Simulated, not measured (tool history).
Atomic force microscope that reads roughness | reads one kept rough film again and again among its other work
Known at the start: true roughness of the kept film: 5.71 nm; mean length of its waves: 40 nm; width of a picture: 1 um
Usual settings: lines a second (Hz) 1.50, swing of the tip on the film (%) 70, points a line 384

run,hour,lines a second (Hz),swing of the tip on the film (%),points a line,roughness of the kept film (nm (root mean square))
1,0.0,1.50,70,384,4.827
# hour 6.2: new tip fitted
2,12.4,1.50,70,384,4.811
3,31.3,1.50,70,384,4.814
4,51.4,1.50,70,384,4.851
5,64.9,1.50,70,384,4.818
6,74.1,1.50,70,384,4.780
7,91.0,1.50,70,384,4.842
8,99.8,1.50,70,384,4.785
9,120.5,1.69,70,384,4.771
10,133.8,1.69,70,384,4.737
11,146.4,1.44,70,384,4.829
12,164.7,1.44,70,384,4.839
13,186.1,1.44,70,384,4.828
14,196.8,2.99,87,384,3.578
15,211.4,0.60,84,384,4.885
16,228.5,2.07,60,725,4.903
17,242.5,2.07,60,725,4.952
18,261.5,2.07,60,725,4.945
19,273.1,2.07,60,725,4.974
20,282.0,2.07,60,637,4.930
# hour 289.9: new tip fitted
21,302.6,0.68,60,573,5.210

3 ways to go on from here, each from the tool as it stands after run 21. What would each give?
A,315.3,2.21,81,501,?
B,315.3,0.68,60,691,?
C,315.3,0.68,87,573,?

run,roughness of the kept film (nm (root mean square))
A,4.174
B,5.174
C,4.794
Without the tool's hidden state the same runs would have given:
run,roughness of the kept film (nm (root mean square))
A,4.175
B,5.176
C,4.796

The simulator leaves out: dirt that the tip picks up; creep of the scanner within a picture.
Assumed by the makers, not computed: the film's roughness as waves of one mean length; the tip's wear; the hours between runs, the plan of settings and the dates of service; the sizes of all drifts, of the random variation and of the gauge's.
